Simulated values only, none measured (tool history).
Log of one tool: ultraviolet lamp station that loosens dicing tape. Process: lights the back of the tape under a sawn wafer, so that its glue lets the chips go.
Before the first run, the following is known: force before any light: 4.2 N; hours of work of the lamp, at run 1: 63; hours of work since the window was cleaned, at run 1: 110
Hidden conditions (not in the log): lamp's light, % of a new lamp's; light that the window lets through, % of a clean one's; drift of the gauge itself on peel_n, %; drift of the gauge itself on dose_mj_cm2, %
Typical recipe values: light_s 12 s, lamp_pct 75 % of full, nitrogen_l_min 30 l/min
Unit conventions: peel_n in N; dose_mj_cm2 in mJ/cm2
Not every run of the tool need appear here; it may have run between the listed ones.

run	day	light_s	lamp_pct	nitrogen_l_min	hours of work of the lamp	hours of work since the window was cleaned	peel_n	dose_mj_cm2
1	0	12	75	30	63	110	0.132	371
2	0.662	12	75	30	71	118	0.134	368
3	1.2	12	75	30	77	125	0.139	372
4	2.208	12	75	30	89	137	0.135	369
5	2.867	12	75	30	97	145	0.129	367
6	3.333	12	75	30	103	150	0.133	369
# day 3.408: window cleaned of glue's vapour
7	4.05	13	75	30	111	8	0.128	392
8	4.933	8	82	30	122	18	0.3	263
9	5.446	8	82	30	128	24	0.303	265

What will run 10 give?
10	6.292	17	85	20	138	35	?	?

peel_n: 0.078 N
dose_mj_cm2: 578 mJ/cm2
Take away the tool's hidden state, keep the run-to-run variation as it was, and the same run would have given peel_n 0.07 N, dose_mj_cm2 628 mJ/cm2.
